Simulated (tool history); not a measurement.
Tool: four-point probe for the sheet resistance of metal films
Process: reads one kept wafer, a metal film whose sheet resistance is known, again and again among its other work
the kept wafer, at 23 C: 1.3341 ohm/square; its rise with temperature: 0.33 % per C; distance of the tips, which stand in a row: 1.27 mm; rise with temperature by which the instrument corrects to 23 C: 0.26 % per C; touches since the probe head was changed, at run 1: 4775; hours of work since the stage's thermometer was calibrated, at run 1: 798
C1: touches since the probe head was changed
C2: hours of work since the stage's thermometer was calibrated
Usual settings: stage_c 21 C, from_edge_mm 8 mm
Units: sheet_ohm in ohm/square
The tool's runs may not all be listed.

Run 1, hour 0: usual settings; C1 4775; C2 798. Result: sheet_ohm 1.347653 ohm/square.
Run 2, hour 7.4: usual settings but stage_c 31 C; C1 4998; C2 802. Result: sheet_ohm 1.356868 ohm/square.
Run 3, hour 15.9: usual settings but stage_c 26 C; C1 5257; C2 806. Result: sheet_ohm 1.351656 ohm/square.
Run 4, hour 27.6: usual settings but stage_c 26 C; C1 5610; C2 813. Result: sheet_ohm 1.351847 ohm/square.
Run 5, hour 37.5: usual settings but stage_c 26 C; C1 5911; C2 818. Result: sheet_ohm 1.352159 ohm/square.
At hour 39.1: stage's thermometer calibrated.
Run 6, hour 48.3: usual settings; C1 6224; C2 5. Result: sheet_ohm 1.346584 ohm/square.
Run 7, hour 59.6: usual settings; C1 6567; C2 11. Result: sheet_ohm 1.346716 ohm/square.
Run 8, hour 73.3: usual settings but stage_c 30 C, from_edge_mm 15 mm; C1 6984; C2 18. Result: sheet_ohm 1.342803 ohm/square.
Run 9, hour 81.9: usual settings but from_edge_mm 23 mm; C1 7244; C2 23. Result: sheet_ohm 1.331432 ohm/square.
Run 10, hour 95.2: usual settings but from_edge_mm 23 mm; C1 7646; C2 30. Result: sheet_ohm 1.331026 ohm/square.
Run 11, hour 105.8: usual settings but from_edge_mm 23 mm; C1 7969; C2 36. Result: sheet_ohm 1.33147 ohm/square.

5 ways to go on from here, each from the tool as it stands after run 11. What would each give?
Run A, hour 123.2: usual settings but stage_c 19 C, from_edge_mm 10 mm; C1 8496; C2 45. Result: sheet_ohm ?.
Run B, hour 123.2: usual settings but stage_c 26 C, from_edge_mm 23 mm; C1 8496; C2 45. Result: sheet_ohm ?.
Run C, hour 123.2: usual settings but stage_c 33 C, from_edge_mm 4 mm; C1 8496; C2 45. Result: sheet_ohm ?.
Run D, hour 123.2: usual settings but stage_c 18 C, from_edge_mm 47 mm; C1 8496; C2 45. Result: sheet_ohm ?.
Run E, hour 123.2: usual settings but from_edge_mm 22 mm; C1 8496; C2 45. Result: sheet_ohm ?.

run  sheet_ohm
  A   1.338384
  B    1.33649
  C   1.408601
  D   1.326677
  E   1.331197
Without the tool's hidden state the same runs would have given:
run  sheet_ohm
  A   1.341597
  B   1.339656
  C   1.411888
  D    1.32987
  E   1.334381
